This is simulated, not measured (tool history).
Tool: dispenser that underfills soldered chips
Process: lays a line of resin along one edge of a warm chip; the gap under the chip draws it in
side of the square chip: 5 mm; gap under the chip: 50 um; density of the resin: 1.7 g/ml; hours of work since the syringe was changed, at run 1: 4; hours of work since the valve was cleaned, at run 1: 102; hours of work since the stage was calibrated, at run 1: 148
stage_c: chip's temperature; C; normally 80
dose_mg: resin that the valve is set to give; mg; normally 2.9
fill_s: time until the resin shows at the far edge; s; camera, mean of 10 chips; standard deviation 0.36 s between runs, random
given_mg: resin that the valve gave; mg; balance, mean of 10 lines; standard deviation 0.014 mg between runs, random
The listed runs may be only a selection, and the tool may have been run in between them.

run	day	stage_c	dose_mg	hours of work since the syringe was changed	hours of work since the valve was cleaned	hours of work since the stage was calibrated	fill_s	given_mg
1	0	80	2.9	4	102	148	22	2.73
# day 0.088: new syringe of resin
2	0.25	89	2.9	3	106	152	14.8	2.72
# day 0.412: new syringe of resin
3	0.412	89	2.9	0	109	154	13.5	2.72
# day 0.679: dispensing valve cleaned and set on the balance
4	0.758	80	2.76	5	1	160	23.2	2.74
# day 0.788: new syringe of resin
5	1.004	80	2.76	4	5	164	22.8	2.74
# day 1.108: new syringe of resin
6	1.212	79	2.76	2	9	167	21.8	2.74
# day 1.425: new syringe of resin
7	1.425	66	2.9	0	12	171	34.2	2.87
8	1.604	68	2.9	3	15	174	35.3	2.87
# day 1.75: new syringe of resin
9	1.829	80	2.9	1	19	177	20.4	2.88
10	1.967	80	2.9	4	21	180	22.2	2.86
# day 2.071: new syringe of resin
11	2.208	80	2.9	2	25	184	21.4	2.85
# day 2.388: new syringe of resin
12	2.438	80	2.9	1	29	187	19.7	2.87
# day 2.717: new syringe of resin
13	2.75	80	2.9	1	34	193	19.4	2.84
14	2.988	80	2.9	5	38	197	22.2	2.85
# day 3.046: new syringe of resin
15	3.133	80	3.7	2	41	199	18.3	3.61
# day 3.367: new syringe of resin
16	3.4	80	3.7	1	45	203	18.3	3.61
17	3.55	80	2.62	3	48	206	21.9	2.54
# day 3.688: new syringe of resin
18	3.783	68	3.03	2	51	210	32.8	2.91
# day 4.008: new syringe of resin
19	4.029	83	2.56	0	55	214	17.9	2.48
20	4.292	87	2.94	5	60	218	17.2	2.84
# day 4.342: new syringe of resin
21	4.579	69	2.61	4	65	223	35.7	2.49
# day 4.671: new syringe of resin
22	4.862	84	2.56	3	69	228	18.8	2.46
# day 4.996: new syringe of resin
23	5.071	70	3.54	1	73	231	28.6	3.39
# day 5.325: new syringe of resin
24	5.329	78	3.22	0	77	235	19.4	3.07
25	5.575	88	2.86	4	81	240	16.8	2.68
# day 5.662: new syringe of resin
26	5.838	88	2.86	3	86	244	16.3	2.7
# day 5.996: new syringe of resin
27	6.012	74	2.81	0	88	247	24.1	2.66
28	6.192	80	2.87	3	92	250	21.2	2.72
# day 6.329: new syringe of resin
29	6.492	66	2.87	3	97	255	37.8	2.72
30	6.633	80	2.76	5	99	257	23.6	2.6

5 ways to go on from here, each from the tool as it stands after run 30. What would each give?
# day 6.675: new syringe of resin
A	6.938	80	3.74	5	104	262	?	?
# day 6.675: new syringe of resin
B	6.938	77	2.9	5	104	262	?	?
# day 6.675: new syringe of resin
C	6.938	76	3.4	5	104	262	?	?
# day 6.675: new syringe of resin
D	6.938	80	3.33	5	104	262	?	?
# day 6.675: new syringe of resin
E	6.938	80	2.8	5	104	262	?	?

run	fill_s	given_mg
A	21.3	3.49
B	25.4	2.73
C	24.8	3.17
D	21.8	3.11
E	22.5	2.61
What these runs would have given with no unlogged condition in the tool:
run	fill_s	given_mg
A	19.2	3.72
B	22.7	2.92
C	22.4	3.38
D	19.6	3.32
E	20.1	2.78
